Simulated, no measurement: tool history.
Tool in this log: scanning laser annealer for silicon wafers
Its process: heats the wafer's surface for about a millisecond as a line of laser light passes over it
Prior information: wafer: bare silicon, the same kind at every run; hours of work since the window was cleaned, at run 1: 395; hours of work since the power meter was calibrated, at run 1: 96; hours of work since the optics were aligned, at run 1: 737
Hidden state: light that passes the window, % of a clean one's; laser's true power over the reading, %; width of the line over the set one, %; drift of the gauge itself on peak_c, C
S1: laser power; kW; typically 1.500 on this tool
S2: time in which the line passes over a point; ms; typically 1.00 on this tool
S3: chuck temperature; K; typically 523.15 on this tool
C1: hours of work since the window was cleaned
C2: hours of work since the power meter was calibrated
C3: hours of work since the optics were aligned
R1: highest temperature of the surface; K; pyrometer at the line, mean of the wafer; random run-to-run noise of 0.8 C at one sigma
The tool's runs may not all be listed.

| run | hour | S1 | S2 | S3 | C1 | C2 | C3 | R1 |
|---|---|---|---|---|---|---|---|---|
| 1 | 0.0 | 1.500 | 1.00 | 523.15 | 395 | 96 | 737 | 1226.25 |
| 2 | 8.5 | 1.500 | 1.00 | 523.15 | 399 | 99 | 741 | 1227.35 |
| 3 | 17.7 | 1.500 | 1.00 | 523.15 | 403 | 104 | 745 | 1226.65 |
| 4 | 23.1 | 1.500 | 1.04 | 523.15 | 405 | 106 | 747 | 1242.15 |
| 5 | 34.0 | 1.500 | 1.04 | 523.15 | 410 | 111 | 752 | 1242.55 |
| 6 | 43.8 | 1.500 | 1.00 | 523.15 | 415 | 115 | 756 | 1227.75 |
| 7 | 51.0 | 1.500 | 1.00 | 523.15 | 418 | 119 | 760 | 1225.85 |
| 8 | 62.2 | 1.500 | 1.00 | 523.15 | 423 | 124 | 765 | 1224.65 |
| 9 | 68.0 | 1.500 | 1.00 | 523.15 | 425 | 126 | 767 | 1223.95 |
| 10 | 78.6 | 1.627 | 1.21 | 523.15 | 430 | 131 | 772 | 1382.35 |
| 11 | 85.7 | 1.407 | 1.24 | 499.15 | 433 | 134 | 775 | 1234.95 |

Each row is a separate what-if for the run after 11, all from the same tool condition, not one after another. Results?
| A | 92.5 | 1.468 | 1.16 | 508.15 | 436 | 137 | 778 | ? |
| B | 92.5 | 1.500 | 0.91 | 501.15 | 436 | 137 | 778 | ? |
| C | 92.5 | 1.500 | 1.00 | 492.15 | 436 | 137 | 778 | ? |

| run | R1 |
|---|---|
| A | 1252.25 |
| B | 1166.65 |
| C | 1194.45 |
The same runs, with their run-to-run variation unchanged, on a tool lacking any hidden condition would have given:
| run | R1 |
|---|---|
| A | 1273.35 |
| B | 1185.55 |
| C | 1214.35 |
